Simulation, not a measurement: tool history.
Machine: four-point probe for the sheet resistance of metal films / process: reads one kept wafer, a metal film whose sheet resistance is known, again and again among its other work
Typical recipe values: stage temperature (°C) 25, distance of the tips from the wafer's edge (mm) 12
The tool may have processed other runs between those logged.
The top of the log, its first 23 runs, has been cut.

run,hour,stage temperature (°C),distance of the tips from the wafer's edge (mm),touches since the probe head was changed,hours of work since the stage's thermometer was calibrated,sheet resistance as the instrument gives it (ohm/square)
24,1100,19,12,136107,1273,17.685202
25,1152.6,27,5,138302,1301,17.826836
26,1205.1,22,9,140491,1330,17.679409
27,1258.5,22,9,142723,1359,17.674275
28,1288.6,22,9,143976,1375,17.678264
29,1319,28,62,145247,1391,17.440912
30,1368.6,31,19,147312,1418,17.415847
31,1404.6,21,6,148816,1438,17.840922
32,1450.3,33,7,150724,1462,17.55009
33,1518.7,19,66,153577,1499,17.632115
34,1584.4,19,66,156317,1535,17.629234
35,1624.7,22,25,157998,1557,17.589344

The next listed run, before its measurement:
36,1677.3,22,25,160193,1585,?

sheet resistance as the instrument gives it (ohm/square): 17.587267
Had the tool carried no hidden state, the very same run would have given sheet resistance as the instrument gives it (ohm/square) 17.503888.

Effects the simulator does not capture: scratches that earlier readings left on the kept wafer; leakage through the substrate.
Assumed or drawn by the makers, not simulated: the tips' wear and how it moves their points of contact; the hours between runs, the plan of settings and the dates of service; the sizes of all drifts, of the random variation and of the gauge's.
